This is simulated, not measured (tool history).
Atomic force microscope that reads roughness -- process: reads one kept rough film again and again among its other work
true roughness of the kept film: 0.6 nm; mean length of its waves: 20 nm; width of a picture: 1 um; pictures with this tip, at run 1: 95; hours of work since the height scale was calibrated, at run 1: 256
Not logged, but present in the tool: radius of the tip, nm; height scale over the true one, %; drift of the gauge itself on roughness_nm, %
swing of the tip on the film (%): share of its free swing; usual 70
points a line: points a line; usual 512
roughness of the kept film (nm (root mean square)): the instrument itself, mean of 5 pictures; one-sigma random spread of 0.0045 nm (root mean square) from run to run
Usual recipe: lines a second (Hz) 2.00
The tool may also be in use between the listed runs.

| run | hour | lines a second (Hz) | swing of the tip on the film (%) | points a line | pictures with this tip | hours of work since the height scale was calibrated | roughness of the kept film (nm (root mean square)) |
|---|---|---|---|---|---|---|---|
| 1 | 0.0 | 2.00 | 70 | 512 | 95 | 256 | 0.488 |
| 2 | 9.6 | 2.00 | 82 | 512 | 105 | 262 | 0.451 |
| 3 | 15.1 | 2.00 | 70 | 280 | 112 | 266 | 0.474 |
| 4 | 21.2 | 2.00 | 70 | 871 | 118 | 270 | 0.484 |
| 5 | 28.9 | 2.00 | 70 | 512 | 127 | 275 | 0.476 |
| 6 | 37.6 | 2.00 | 67 | 512 | 137 | 280 | 0.469 |
| 7 | 42.0 | 2.00 | 65 | 512 | 142 | 283 | 0.486 |
| 8 | 46.7 | 2.00 | 70 | 512 | 147 | 286 | 0.468 |
| 9 | 53.0 | 2.00 | 70 | 512 | 154 | 291 | 0.468 |
| 10 | 59.1 | 2.00 | 58 | 512 | 161 | 295 | 0.487 |
| 11 | 65.3 | 2.00 | 58 | 512 | 168 | 299 | 0.471 |
| 12 | 73.8 | 2.00 | 58 | 512 | 177 | 304 | 0.479 |
| 13 | 81.1 | 2.00 | 70 | 512 | 185 | 309 | 0.460 |
| 14 | 87.4 | 2.00 | 70 | 512 | 192 | 313 | 0.455 |
| 15 | 93.7 | 2.00 | 70 | 512 | 199 | 318 | 0.451 |
| 16 | 98.5 | 2.00 | 70 | 512 | 205 | 321 | 0.446 |
| 17 | 106.3 | 0.78 | 70 | 865 | 213 | 326 | 0.474 |
| 18 | 111.1 | 2.21 | 70 | 865 | 219 | 329 | 0.450 |
| 19 | 120.5 | 2.00 | 64 | 512 | 229 | 335 | 0.451 |
| 20 | 127.1 | 2.00 | 64 | 512 | 237 | 340 | 0.448 |
| 21 | 132.2 | 2.00 | 64 | 512 | 242 | 343 | 0.449 |
| 22 | 139.1 | 2.00 | 57 | 879 | 250 | 348 | 0.462 |
|  | 143.3 | new tip fitted |
| 23 | 143.7 | 2.00 | 57 | 879 | 1 | 350 | 0.545 |
| 24 | 150.9 | 2.00 | 70 | 442 | 9 | 355 | 0.512 |
| 25 | 155.1 | 2.00 | 70 | 442 | 13 | 358 | 0.513 |
| 26 | 165.1 | 1.41 | 69 | 510 | 25 | 365 | 0.520 |
| 27 | 173.6 | 0.68 | 59 | 438 | 34 | 370 | 0.539 |
| 28 | 183.4 | 0.68 | 59 | 438 | 45 | 377 | 0.528 |
| 29 | 191.6 | 0.68 | 59 | 438 | 54 | 382 | 0.523 |

What does the tool deliver on the next run?
| 30 | 201.3 | 1.24 | 80 | 543 | 65 | 389 | ? |

roughness of the kept film (nm (root mean square)): 0.497
The same run, on a tool lacking any hidden state, would have yielded roughness of the kept film (nm (root mean square)) 0.526.
